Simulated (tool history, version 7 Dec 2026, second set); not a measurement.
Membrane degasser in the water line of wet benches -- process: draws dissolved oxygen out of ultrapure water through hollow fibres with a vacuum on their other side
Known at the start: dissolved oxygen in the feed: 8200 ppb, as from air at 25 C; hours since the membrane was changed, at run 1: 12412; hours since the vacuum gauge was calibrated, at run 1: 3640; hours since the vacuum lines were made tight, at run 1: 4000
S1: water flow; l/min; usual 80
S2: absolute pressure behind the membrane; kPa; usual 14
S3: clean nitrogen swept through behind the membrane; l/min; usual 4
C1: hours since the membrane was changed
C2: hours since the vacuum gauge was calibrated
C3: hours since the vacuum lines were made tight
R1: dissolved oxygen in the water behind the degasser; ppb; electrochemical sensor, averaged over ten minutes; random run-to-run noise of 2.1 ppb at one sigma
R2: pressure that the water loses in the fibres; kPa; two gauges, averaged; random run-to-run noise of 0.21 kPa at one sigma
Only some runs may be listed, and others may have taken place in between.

run	hour	S1	S2	S3	C1	C2	C3	R1	R2
1	0	80	14	4	12412	3640	4000	479.6	52.68
2	301.5	80	14	4	12714	3941	4302	482.1	52.47
3	489.5	64	14	4	12902	4129	4490	394.2	41.91
4	770.7	70	14	4	13183	4410	4771	426.3	45.94
5	963	70	14	4	13375	4603	4963	428.1	45.99
6	1274.4	70	14	4	13687	4914	5274	430.7	45.71
7	1535.3	70	14	4	13948	5175	5535	431.4	46.2
# hour 1577.1: vacuum gauge calibrated
8	1724.8	70	8.5	4	14137	148	5724	212.5	46.01
9	1914.5	73	14	4	14326	337	5914	435.6	48.02
10	2071.3	80	14	4	14483	494	6071	469.5	52.85
11	2219.5	80	14	4	14631	642	6219	476.2	52.42
12	2434.2	80	9.3	4	14846	857	6434	280.3	52.74
13	2594.3	80	9.3	4	15006	1017	6594	280.5	52.73
14	2887.8	80	19.6	4	15300	1311	6887	690.1	52.85
15	3130.3	80	19.6	7.72	15542	1553	7130	399.4	53.37
16	3276.9	80	19.6	7.72	15689	1700	7276	402.5	52.86
17	3567.5	80	19.6	7.72	15979	1990	7567	399	53.02
18	3875.9	61	30.5	11.37	16288	2299	7875	352.9	40.64
19	4090.8	56	25.9	9.61	16503	2514	8090	315.5	36.95
20	4371.2	97	19.3	8.01	16783	2794	8371	460.9	64.76
21	4594.8	93	16.6	9.44	17007	3018	8594	326.9	61.74
# hour 4757.7: seals of the vacuum lines changed
22	4817.4	74	16.6	8.72	17227	3238	60	278	49.39
23	5117.8	74	16.6	8.72	17528	3539	360	278	49.83
24	5428.5	111	13.2	2.43	17838	3849	671	863.6	74.32
25	5645.6	51	21.1	4.16	18055	4067	888	493.6	33.79
# hour 5989.2: membrane cartridge changed
26	5989.2	54	13.7	8.44	0	4406	1228	163.7	33.53
27	6222.4	54	13.7	4.32	233	4639	1461	304.2	33.56
28	6411.7	110	13.7	10.43	422	4829	1650	279.5	68.23
29	6583.3	65	14	2.74	594	5000	1822	543.3	40.27
# hour 6786.7: vacuum gauge calibrated
30	6881.9	65	14	2.74	892	95	2120	542.8	40.73
31	7145.3	91	18.8	2.74	1156	359	2383	988.1	56.38
32	7428.7	91	18.8	1.75	1439	642	2667	1353.5	56.63
33	7675.5	91	18.8	1.75	1686	889	2913	1359.9	56.94

Measured minus without-hidden-state, run by run (identical run-to-run variation in each term; gauge scatter may differ):
Hidden conditions of the tool in this case: membrane still open, %; true pressure behind the membrane over the reading, kPa; air that leaks in behind the membrane, l/min; drift of the gauge itself on oxygen_ppb, %; drift of the gauge itself on loss_of_pressure_kpa, %.
run	R1	R2
1	+13.3	+2.71
2	+14.1	+2.78
3	+11.4	+2.25
4	+13.1	+2.51
5	+13.5	+2.55
6	+14.2	+2.6
7	+14.7	+2.66
8	+3.4	+2.69
9	+4.4	+2.84
10	+5.4	+3.16
11	+5.9	+3.18
12	+6.2	+3.22
13	+6.6	+3.27
14	+7.5	+3.31
15	+7.2	+3.38
16	+7.4	+3.43
17	+7.9	+3.5
18	+5.5	+2.71
19	+5.2	+2.53
20	+12.1	+4.47
21	+11.3	+4.32
22	+7.2	+3.5
23	+7.6	+3.58
24	+23	+5.44
25	+6.6	+2.53
26	+3	+0
27	+5.8	+0.03
28	+5.4	+0.12
29	+10.6	+0.1
30	+2.9	+0.14
31	+4.1	+0.25
32	+5.9	+0.32
33	+6.8	+0.38

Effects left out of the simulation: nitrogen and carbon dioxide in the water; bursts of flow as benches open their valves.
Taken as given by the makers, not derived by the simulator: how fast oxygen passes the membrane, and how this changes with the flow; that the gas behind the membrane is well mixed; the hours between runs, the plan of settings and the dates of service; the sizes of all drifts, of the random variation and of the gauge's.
